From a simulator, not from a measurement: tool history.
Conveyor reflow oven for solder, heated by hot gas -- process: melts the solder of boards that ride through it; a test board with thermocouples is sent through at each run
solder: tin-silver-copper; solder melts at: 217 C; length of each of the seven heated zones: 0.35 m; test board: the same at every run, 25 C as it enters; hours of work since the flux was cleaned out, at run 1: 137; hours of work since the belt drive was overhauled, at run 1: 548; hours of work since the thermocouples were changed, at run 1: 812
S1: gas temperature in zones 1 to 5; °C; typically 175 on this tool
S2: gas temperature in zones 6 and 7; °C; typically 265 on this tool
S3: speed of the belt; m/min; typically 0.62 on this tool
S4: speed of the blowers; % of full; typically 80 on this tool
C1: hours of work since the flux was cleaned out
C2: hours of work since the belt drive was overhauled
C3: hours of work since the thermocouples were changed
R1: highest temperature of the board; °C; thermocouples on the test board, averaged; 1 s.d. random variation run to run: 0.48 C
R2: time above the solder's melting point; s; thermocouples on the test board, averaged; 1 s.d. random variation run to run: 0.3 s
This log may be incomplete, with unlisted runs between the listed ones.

{"run": 1, "day": 0.0, "S1": 175, "S2": 265, "S3": 0.62, "S4": 80, "C1": 137, "C2": 548, "C3": 812, "R1": 253.6, "R2": 54.3}
{"day": 2.258, "done": "flux residue cleaned out of gas plates and filters"}
{"run": 2, "day": 2.3, "S1": 175, "S2": 265, "S3": 0.708, "S4": 80, "C1": 1, "C2": 587, "C3": 851, "R1": 251.3, "R2": 45.4}
{"run": 3, "day": 3.658, "S1": 175, "S2": 265, "S3": 0.708, "S4": 80, "C1": 26, "C2": 612, "C3": 877, "R1": 250.8, "R2": 45.4}
{"run": 4, "day": 5.033, "S1": 175, "S2": 271, "S3": 0.62, "S4": 80, "C1": 52, "C2": 638, "C3": 903, "R1": 258.4, "R2": 56.9}
{"run": 5, "day": 6.438, "S1": 180, "S2": 271, "S3": 0.62, "S4": 80, "C1": 78, "C2": 664, "C3": 929, "R1": 258.7, "R2": 59.1}
{"run": 6, "day": 8.583, "S1": 180, "S2": 271, "S3": 0.62, "S4": 80, "C1": 118, "C2": 704, "C3": 969, "R1": 259.3, "R2": 58.7}
{"run": 7, "day": 9.929, "S1": 175, "S2": 272, "S3": 0.62, "S4": 80, "C1": 144, "C2": 730, "C3": 994, "R1": 259.9, "R2": 57.2}
{"day": 11.912, "done": "flux residue cleaned out of gas plates and filters"}
{"run": 8, "day": 12.171, "S1": 175, "S2": 265, "S3": 0.62, "S4": 80, "C1": 5, "C2": 768, "C3": 1032, "R1": 253.8, "R2": 53.8}
{"run": 9, "day": 14.562, "S1": 175, "S2": 265, "S3": 0.62, "S4": 80, "C1": 50, "C2": 812, "C3": 1077, "R1": 252.5, "R2": 54.4}
{"run": 10, "day": 17.042, "S1": 175, "S2": 265, "S3": 0.62, "S4": 80, "C1": 96, "C2": 859, "C3": 1124, "R1": 252.6, "R2": 54.3}
{"run": 11, "day": 18.858, "S1": 175, "S2": 269, "S3": 0.62, "S4": 80, "C1": 130, "C2": 893, "C3": 1158, "R1": 254.9, "R2": 56.2}
{"run": 12, "day": 20.575, "S1": 175, "S2": 269, "S3": 0.62, "S4": 87, "C1": 162, "C2": 925, "C3": 1190, "R1": 256.7, "R2": 56.4}
{"day": 21.596, "done": "flux residue cleaned out of gas plates and filters"}
{"run": 13, "day": 22.242, "S1": 175, "S2": 269, "S3": 0.62, "S4": 87, "C1": 12, "C2": 952, "C3": 1217, "R1": 256.5, "R2": 56.8}
{"run": 14, "day": 24.738, "S1": 175, "S2": 269, "S3": 0.62, "S4": 87, "C1": 59, "C2": 999, "C3": 1264, "R1": 257, "R2": 56.1}
{"run": 15, "day": 26.025, "S1": 175, "S2": 269, "S3": 0.533, "S4": 82, "C1": 83, "C2": 1023, "C3": 1288, "R1": 259.6, "R2": 67.4}
{"run": 16, "day": 28.488, "S1": 175, "S2": 269, "S3": 0.533, "S4": 82, "C1": 129, "C2": 1069, "C3": 1334, "R1": 259.1, "R2": 66.9}
{"run": 17, "day": 30.75, "S1": 162, "S2": 253, "S3": 0.63, "S4": 78, "C1": 171, "C2": 1112, "C3": 1376, "R1": 238.4, "R2": 39.7}
{"day": 31.217, "done": "flux residue cleaned out of gas plates and filters"}
{"run": 18, "day": 33.288, "S1": 175, "S2": 257, "S3": 0.62, "S4": 80, "C1": 39, "C2": 1155, "C3": 1420, "R1": 244.5, "R2": 49.2}
{"run": 19, "day": 35.438, "S1": 175, "S2": 265, "S3": 0.698, "S4": 80, "C1": 79, "C2": 1195, "C3": 1460, "R1": 248, "R2": 45.6}
{"day": 37.438, "done": "thermocouples of zones 6 and 7 changed"}
{"run": 20, "day": 37.958, "S1": 175, "S2": 265, "S3": 0.698, "S4": 80, "C1": 125, "C2": 1241, "C3": 10, "R1": 253.2, "R2": 47.8}
{"day": 38.271, "done": "belt drive overhauled, speed set with a stopwatch"}
{"run": 21, "day": 39.95, "S1": 179, "S2": 277, "S3": 0.62, "S4": 78, "C1": 159, "C2": 31, "C3": 44, "R1": 268.3, "R2": 62.4}
{"day": 41.208, "done": "flux residue cleaned out of gas plates and filters"}
{"run": 22, "day": 42.746, "S1": 179, "S2": 277, "S3": 0.62, "S4": 78, "C1": 29, "C2": 80, "C3": 92, "R1": 269.1, "R2": 62.6}
{"run": 23, "day": 45.096, "S1": 175, "S2": 265, "S3": 0.679, "S4": 80, "C1": 73, "C2": 124, "C3": 136, "R1": 254.5, "R2": 50.1}
{"run": 24, "day": 47.329, "S1": 163, "S2": 265, "S3": 0.63, "S4": 80, "C1": 115, "C2": 166, "C3": 178, "R1": 254.6, "R2": 51.4}
{"run": 25, "day": 48.45, "S1": 175, "S2": 265, "S3": 0.62, "S4": 55, "C1": 136, "C2": 187, "C3": 199, "R1": 253.9, "R2": 54.3}
{"day": 50.808, "done": "flux residue cleaned out of gas plates and filters"}
{"run": 26, "day": 50.871, "S1": 175, "S2": 260, "S3": 0.62, "S4": 55, "C1": 1, "C2": 228, "C3": 240, "R1": 248.5, "R2": 51.3}
{"day": 53.629, "done": "belt drive overhauled, speed set with a stopwatch, once more"}
{"run": 27, "day": 53.642, "S1": 161, "S2": 261, "S3": 0.62, "S4": 80, "C1": 50, "C2": 0, "C3": 289, "R1": 250.2, "R2": 48.6}
{"run": 28, "day": 55.742, "S1": 165, "S2": 265, "S3": 0.62, "S4": 69, "C1": 89, "C2": 40, "C3": 329, "R1": 253.6, "R2": 50.6}

What differs in the tool's unlogged condition from the final listed run ahead of each entry between runs to the first listed run following it?
In the gap between runs 1 and 2: flux residue cleaned out of gas plates and filters (day 2.258)
  heat that the gas passes to the board, % of a clean oven's: 97.5 -> 99.6; belt's true speed, % of the reading: 99.46 -> 99.42; true gas temperature in zones 6 and 7 over the reading, C: -3.4 -> -3.53
  measured minus no-state result, R1: -3.5 -> -3.1 °C; R2: -1.5 -> -1.3 s
In the gap between runs 7 and 8: flux residue cleaned out of gas plates and filters (day 11.912)
  heat that the gas passes to the board, % of a clean oven's: 97.1 -> 99; belt's true speed, % of the reading: 99.27 -> 99.24; true gas temperature in zones 6 and 7 over the reading, C: -4 -> -4.12
  measured minus no-state result, R1: -4.1 -> -3.9 °C; R2: -1.3 -> -1.5 s
In the gap between runs 12 and 13: flux residue cleaned out of gas plates and filters (day 21.596)
  heat that the gas passes to the board, % of a clean oven's: 96.3 -> 99.5; belt's true speed, % of the reading: 99.08 -> 99.05; true gas temperature in zones 6 and 7 over the reading, C: -4.66 -> -4.74
  measured minus no-state result, R1: -4.8 -> -4.4 °C; R2: -1.7 -> -1.4 s
In the gap between runs 17 and 18: flux residue cleaned out of gas plates and filters (day 31.217)
  heat that the gas passes to the board, % of a clean oven's: 96.9 -> 98.9; belt's true speed, % of the reading: 98.89 -> 98.85; true gas temperature in zones 6 and 7 over the reading, C: -5.3 -> -5.45
  measured minus no-state result, R1: -5.2 -> -5 °C; R2: -3.8 -> -2.5 s
In the gap between runs 19 and 20: thermocouples of zones 6 and 7 changed (day 37.438)
  heat that the gas passes to the board, % of a clean oven's: 98.2 -> 97.4; belt's true speed, % of the reading: 98.81 -> 98.76; true gas temperature in zones 6 and 7 over the reading, C: -5.58 -> -0.04
  measured minus no-state result, R1: -5.2 -> -0.1 °C; R2: -2.1 -> +0.4 s
In the gap between runs 20 and 21: belt drive overhauled, speed set with a stopwatch (day 38.271)
  heat that the gas passes to the board, % of a clean oven's: 97.4 -> 96.9; belt's true speed, % of the reading: 98.76 -> 98.47; true gas temperature in zones 6 and 7 over the reading, C: -0.04 -> -0.15
  measured minus no-state result, R1: -0.1 -> -0.3 °C; R2: +0.4 -> +0.8 s
In the gap between runs 21 and 22: flux residue cleaned out of gas plates and filters (day 41.208)
  heat that the gas passes to the board, % of a clean oven's: 96.9 -> 98.9; belt's true speed, % of the reading: 98.47 -> 98.42; true gas temperature in zones 6 and 7 over the reading, C: -0.15 -> -0.31
  measured minus no-state result, R1: -0.3 -> -0.1 °C; R2: +0.8 -> +1 s
In the gap between runs 25 and 26: flux residue cleaned out of gas plates and filters (day 50.808)
  heat that the gas passes to the board, % of a clean oven's: 97.1 -> 99.7; belt's true speed, % of the reading: 98.31 -> 98.27; true gas temperature in zones 6 and 7 over the reading, C: -0.68 -> -0.82
  measured minus no-state result, R1: -0.6 -> -0.4 °C; R2: +0.6 -> +0.8 s
In the gap between runs 26 and 27: belt drive overhauled, speed set with a stopwatch, once more (day 53.629)
  heat that the gas passes to the board, % of a clean oven's: 99.7 -> 99; belt's true speed, % of the reading: 98.27 -> 99.97; true gas temperature in zones 6 and 7 over the reading, C: -0.82 -> -1.01
  measured minus no-state result, R1: -0.4 -> -1.1 °C; R2: +0.8 -> -0.7 s

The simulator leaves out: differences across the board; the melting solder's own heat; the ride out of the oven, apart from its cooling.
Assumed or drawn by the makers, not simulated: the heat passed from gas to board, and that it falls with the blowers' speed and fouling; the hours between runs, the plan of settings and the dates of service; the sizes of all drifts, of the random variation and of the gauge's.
